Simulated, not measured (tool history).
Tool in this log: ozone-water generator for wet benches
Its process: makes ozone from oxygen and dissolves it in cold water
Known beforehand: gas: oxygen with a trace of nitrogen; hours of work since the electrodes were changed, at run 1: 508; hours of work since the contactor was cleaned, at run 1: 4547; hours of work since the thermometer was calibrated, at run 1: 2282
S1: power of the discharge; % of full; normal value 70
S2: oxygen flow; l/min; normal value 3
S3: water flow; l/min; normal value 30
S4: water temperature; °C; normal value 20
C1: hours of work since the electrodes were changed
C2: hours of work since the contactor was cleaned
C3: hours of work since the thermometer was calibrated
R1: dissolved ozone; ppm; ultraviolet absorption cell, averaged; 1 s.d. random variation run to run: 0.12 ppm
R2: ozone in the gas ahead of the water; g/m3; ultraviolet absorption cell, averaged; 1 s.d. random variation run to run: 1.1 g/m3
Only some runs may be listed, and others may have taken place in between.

run   hour  S1    S2  S3  S4   C1    C2    C3    R1     R2
  1      0  70     3  30  20  508  4547  2282  10.5  201.5
  2   44.1  70     3  30  20  538  4577  2312  10.5  202.1
  3   80.7  70     3  30  20  563  4602  2337  10.4  203.3
  4  121.7  70     3  30  20  591  4630  2365  10.2  203.5
  5    172  70     3  30  20  625  4664  2399  10.2  202.9
  6  211.7  70  4.47  30  20  652  4691  2426  11.4  169.7
  7  249.6  70  4.47  30  20  678  4717  2452  11.1  166.1
  8  282.3  70  4.47  30  20  700  4739  2474  11.2  170.3
  9  307.8  70  4.47  31  20  718  4757  2492    11  170.2
 10  343.8  70  4.47  31  20  742  4781  2516    11  169.7
 11  395.7  70  4.47  31  14  778  4817  2552  11.6  169.2
 12  440.8  70  4.47  31  14  808  4848  2582  11.8  169.8
 13  478.7  70     3  30  20  834  4873  2608  10.1  208.5
 14  502.1  91     3  30  20  850  4889  2624  12.5  252.8
 15  526.2  70     3  30  20  867  4906  2641  10.4  207.8
     536.3  -- gauge calibrated
 16  553.8  70     3  30  20  885  4925  2660  10.1  203.4

Run 17 comes next. What will it give?
 17  588.6  56  2.44  46  14  909  4948  2683   ?   ?

{"run 17": {"R1": 5.4, "R2": 188.1}}
With the hidden condition absent and the run-to-run variation left alone, this run would have shown R1 5.5 ppm, R2 187.6 g/m3.
